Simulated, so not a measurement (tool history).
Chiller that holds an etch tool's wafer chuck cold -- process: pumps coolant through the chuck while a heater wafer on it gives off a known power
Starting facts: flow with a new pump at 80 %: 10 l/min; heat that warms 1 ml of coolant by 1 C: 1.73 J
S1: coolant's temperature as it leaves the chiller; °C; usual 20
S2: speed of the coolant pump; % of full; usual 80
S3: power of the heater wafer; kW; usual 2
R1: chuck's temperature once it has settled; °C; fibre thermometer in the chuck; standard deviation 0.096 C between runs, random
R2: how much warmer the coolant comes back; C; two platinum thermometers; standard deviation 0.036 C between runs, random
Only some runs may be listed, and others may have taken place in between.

{"run": 1, "day": 0.0, "S1": 20, "S2": 80, "S3": 2, "R1": 33.51, "R2": 6.95}
{"run": 2, "day": 2.292, "S1": 20, "S2": 80, "S3": 2, "R1": 33.51, "R2": 6.95}
{"run": 3, "day": 4.688, "S1": 20, "S2": 80, "S3": 2, "R1": 33.34, "R2": 6.92}
{"run": 4, "day": 7.875, "S1": 20, "S2": 80, "S3": 2, "R1": 33.45, "R2": 6.9}
{"run": 5, "day": 10.521, "S1": 20, "S2": 80, "S3": 2, "R1": 33.44, "R2": 6.89}
{"run": 6, "day": 13.6, "S1": 20, "S2": 94, "S3": 2, "R1": 31.45, "R2": 5.72}
{"run": 7, "day": 16.112, "S1": 20, "S2": 94, "S3": 2, "R1": 31.57, "R2": 5.69}
{"run": 8, "day": 19.075, "S1": 20, "S2": 94, "S3": 2, "R1": 31.54, "R2": 5.58}
{"run": 9, "day": 21.221, "S1": 20, "S2": 94, "S3": 2, "R1": 31.5, "R2": 5.72}
{"run": 10, "day": 24.646, "S1": 25, "S2": 94, "S3": 2, "R1": 36.48, "R2": 5.6}
{"run": 11, "day": 27.275, "S1": 25, "S2": 94, "S3": 2, "R1": 36.53, "R2": 5.58}
{"day": 29.258, "done": "chiller's thermometer calibrated"}
{"run": 12, "day": 29.783, "S1": 25, "S2": 94, "S3": 2, "R1": 36.56, "R2": 5.62}
{"run": 13, "day": 32.929, "S1": 25, "S2": 94, "S3": 2, "R1": 36.33, "R2": 5.62}
{"run": 14, "day": 36.188, "S1": 25, "S2": 94, "S3": 2, "R1": 36.42, "R2": 5.58}
{"run": 15, "day": 39.058, "S1": 25, "S2": 94, "S3": 2, "R1": 36.29, "R2": 5.55}
{"run": 16, "day": 40.988, "S1": 10, "S2": 71, "S3": 1.934, "R1": 24.54, "R2": 7.46}
{"run": 17, "day": 44.383, "S1": 18, "S2": 83, "S3": 1.244, "R1": 26.11, "R2": 3.9}
{"run": 18, "day": 46.683, "S1": 18, "S2": 83, "S3": 1.244, "R1": 25.96, "R2": 3.95}
{"run": 19, "day": 48.142, "S1": 18, "S2": 83, "S3": 1.244, "R1": 26.07, "R2": 3.94}
{"run": 20, "day": 50.688, "S1": 20, "S2": 80, "S3": 2.898, "R1": 39.54, "R2": 9.79}
{"run": 21, "day": 53.525, "S1": 20, "S2": 63, "S3": 1.463, "R1": 32.38, "R2": 6.33}
{"run": 22, "day": 55.779, "S1": 20, "S2": 64, "S3": 1.463, "R1": 32.35, "R2": 6.27}
{"run": 23, "day": 58.708, "S1": 20, "S2": 70, "S3": 1.24, "R1": 29.49, "R2": 4.68}
{"run": 24, "day": 61.9, "S1": 10, "S2": 70, "S3": 2.26, "R1": 27.34, "R2": 8.78}

Branching from run 24: 5 alternative next runs. What would each branch give?
{"run": "A", "day": 63.975, "S1": 18, "S2": 80, "S3": 2, "R1": "?", "R2": "?"}
{"run": "B", "day": 63.975, "S1": 13, "S2": 76, "S3": 2, "R1": "?", "R2": "?"}
{"run": "C", "day": 63.975, "S1": 17, "S2": 75, "S3": 1.657, "R1": "?", "R2": "?"}
{"run": "D", "day": 63.975, "S1": 16, "S2": 89, "S3": 2.686, "R1": "?", "R2": "?"}
{"run": "E", "day": 63.975, "S1": 10, "S2": 96, "S3": 2.902, "R1": "?", "R2": "?"}

run=A R1=31.43 R2=6.65
run=B R1=27.2 R2=7.02
run=C R1=28.89 R2=5.86
run=D R1=32.3 R2=7.93
run=E R1=26.4 R2=7.84
With no hidden state in the tool, these same runs would have given:
run=A R1=31.41 R2=6.95
run=B R1=27.18 R2=7.33
run=C R1=28.87 R2=6.16
run=D R1=32.27 R2=8.23
run=E R1=26.37 R2=8.14

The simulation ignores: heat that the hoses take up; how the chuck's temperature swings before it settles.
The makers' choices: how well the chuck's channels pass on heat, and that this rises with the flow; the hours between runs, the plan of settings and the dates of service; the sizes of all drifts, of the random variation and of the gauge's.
